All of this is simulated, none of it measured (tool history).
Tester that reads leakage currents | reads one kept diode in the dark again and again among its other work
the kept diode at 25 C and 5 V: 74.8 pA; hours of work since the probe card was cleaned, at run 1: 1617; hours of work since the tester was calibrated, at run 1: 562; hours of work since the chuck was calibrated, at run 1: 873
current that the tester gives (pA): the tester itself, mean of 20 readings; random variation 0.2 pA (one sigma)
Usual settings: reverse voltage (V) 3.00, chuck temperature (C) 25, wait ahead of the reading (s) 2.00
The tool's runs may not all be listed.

run	day	reverse voltage (V)	chuck temperature (C)	wait ahead of the reading (s)	hours of work since the probe card was cleaned	hours of work since the tester was calibrated	hours of work since the chuck was calibrated	current that the tester gives (pA)
1	0.000	3.00	25	2.00	1617	562	873	74.14
2	1.012	3.00	25	2.00	1629	574	884	73.76
3	2.125	3.00	25	2.00	1641	586	896	73.95
4	2.867	3.00	25	0.81	1650	595	905	74.18
5	3.779	3.00	25	0.81	1660	605	915	74.01
6	4.604	3.00	25	0.81	1669	614	924	74.57
7	5.788	3.00	25	0.81	1683	628	938	74.27
8	6.908	3.00	25	0.81	1695	640	950	74.53
9	7.933	3.00	25	0.81	1707	652	962	74.38
10	8.583	3.00	25	0.81	1714	659	969	75.10
11	9.879	3.00	25	0.81	1729	674	984	74.85
12	11.175	3.00	25	0.81	1743	688	998	74.94
# day 12.612: probe card cleaned and baked
13	12.738	3.00	25	0.81	1	704	1015	72.18
14	13.992	3.00	25	0.81	16	719	1029	71.97
15	14.762	3.00	25	3.79	24	727	1037	72.23
16	16.029	3.00	25	2.00	38	742	1052	72.17
17	16.650	3.00	25	2.00	45	749	1059	72.45
18	18.133	3.00	25	2.00	62	765	1075	72.27
19	19.017	3.00	25	2.00	72	775	1085	72.57
20	20.183	3.00	25	2.00	85	788	1099	72.92
21	21.467	3.00	25	2.00	100	803	1113	72.54
22	22.079	19.93	26	8.48	107	810	1120	152.11
23	23.288	10.03	44	8.48	120	823	1134	500.85
24	24.242	4.92	25	2.00	131	834	1144	87.19
25	25.517	4.92	25	2.00	145	848	1159	87.04
26	26.788	4.92	25	2.00	160	863	1173	87.14
27	28.154	1.14	26	3.55	175	878	1188	57.44
28	29.242	1.14	26	3.55	187	890	1201	57.04
29	30.300	2.57	34	1.02	199	902	1213	145.52
30	31.404	3.78	40	0.51	212	915	1225	267.30
31	32.767	3.00	25	0.36	227	930	1240	74.63
32	33.846	1.54	25	1.31	239	942	1252	59.17
33	34.912	1.88	25	3.86	251	954	1264	63.01
34	36.208	1.88	25	3.86	266	969	1279	63.02
35	37.442	1.88	25	3.86	280	983	1293	63.23
36	38.554	1.88	25	3.86	292	995	1305	63.21
37	39.162	1.88	25	3.86	299	1002	1312	63.62
38	40.625	1.88	25	3.86	316	1019	1329	63.48
39	41.700	17.52	32	0.56	328	1031	1341	250.76
40	43.017	4.08	28	2.47	343	1046	1356	107.58

3 ways to go on from here, each from the tool as it stands after run 40. What would each give?
A	44.454	3.00	25	2.00	359	1062	1372	?
B	44.454	3.00	44	2.47	359	1062	1372	?
C	44.454	15.14	23	0.95	359	1062	1372	?

run	current that the tester gives (pA)
A	75.56
B	340.84
C	114.76
Without the tool's hidden state the same runs would have given:
run	current that the tester gives (pA)
A	62.89
B	291.62
C	93.48
